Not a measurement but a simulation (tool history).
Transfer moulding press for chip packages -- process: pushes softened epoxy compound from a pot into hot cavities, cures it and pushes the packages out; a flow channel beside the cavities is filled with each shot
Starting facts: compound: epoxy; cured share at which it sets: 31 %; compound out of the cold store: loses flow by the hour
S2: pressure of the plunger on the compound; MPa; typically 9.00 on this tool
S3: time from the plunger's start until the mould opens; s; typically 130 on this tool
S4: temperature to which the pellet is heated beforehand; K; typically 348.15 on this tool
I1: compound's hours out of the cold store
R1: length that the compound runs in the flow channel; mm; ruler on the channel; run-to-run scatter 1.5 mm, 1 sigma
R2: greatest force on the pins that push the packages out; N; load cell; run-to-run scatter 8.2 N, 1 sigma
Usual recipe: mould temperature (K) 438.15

{"run": 1, "hour": 0.0, "mould temperature (K)": 438.15, "S2": 9.0, "S3": 130, "S4": 348.15, "I1": 37.0, "R1": 705, "R2": 593}
{"run": 2, "hour": 7.4, "mould temperature (K)": 438.15, "S2": 8.23, "S3": 130, "S4": 348.15, "I1": 9.5, "R1": 782, "R2": 643}
{"run": 3, "hour": 13.9, "mould temperature (K)": 438.15, "S2": 8.23, "S3": 130, "S4": 348.15, "I1": 41.6, "R1": 657, "R2": 379}
{"run": 4, "hour": 19.6, "mould temperature (K)": 438.15, "S2": 9.0, "S3": 130, "S4": 348.15, "I1": 29.6, "R1": 731, "R2": 417}
{"run": 5, "hour": 25.2, "mould temperature (K)": 438.15, "S2": 8.79, "S3": 130, "S4": 348.15, "I1": 14.8, "R1": 784, "R2": 447}
{"run": 6, "hour": 34.4, "mould temperature (K)": 438.15, "S2": 8.79, "S3": 130, "S4": 348.15, "I1": 8.4, "R1": 813, "R2": 503}
{"run": 7, "hour": 39.4, "mould temperature (K)": 433.15, "S2": 9.0, "S3": 130, "S4": 348.15, "I1": 40.7, "R1": 706, "R2": 720}
{"run": 8, "hour": 51.3, "mould temperature (K)": 439.15, "S2": 8.65, "S3": 130, "S4": 348.15, "I1": 27.3, "R1": 754, "R2": 515}
{"run": 9, "hour": 56.1, "mould temperature (K)": 438.15, "S2": 9.0, "S3": 112, "S4": 348.15, "I1": 24.4, "R1": 786, "R2": 729}
{"run": 10, "hour": 64.8, "mould temperature (K)": 438.15, "S2": 7.59, "S3": 123, "S4": 354.15, "I1": 20.7, "R1": 735, "R2": 621}
{"run": 11, "hour": 72.0, "mould temperature (K)": 446.15, "S2": 7.59, "S3": 123, "S4": 357.15, "I1": 41.7, "R1": 636, "R2": 498}

Removed from this log: 2 entries logged between the listed runs. Between which two listed runs does each belong, and how does the tool's hidden state at the listed run before it compare with that at the listed run after it?
In the gap between runs 2 and 3: cavities cleaned with cleaning compound and waxed (hour 11.1)
  pressure that reaches the compound, % of what is set: 91.91 -> 91.84; grip of the stained cavities, % over clean ones': 71.1 -> 5.1
  measured minus no-state result, R1: -32 -> -28 mm; R2: +276 -> +24 N
In the gap between runs 7 and 8: plunger's sealing rings changed (hour 46.4)
  true mould temperature over the reading, C: -0.38 -> -0.39; pressure that reaches the compound, % of what is set: 91.46 -> 99.72; grip of the stained cavities, % over clean ones': 39.8 -> 50
  measured minus no-state result, R1: -30 -> +0 mm; R2: +221 -> +178 N
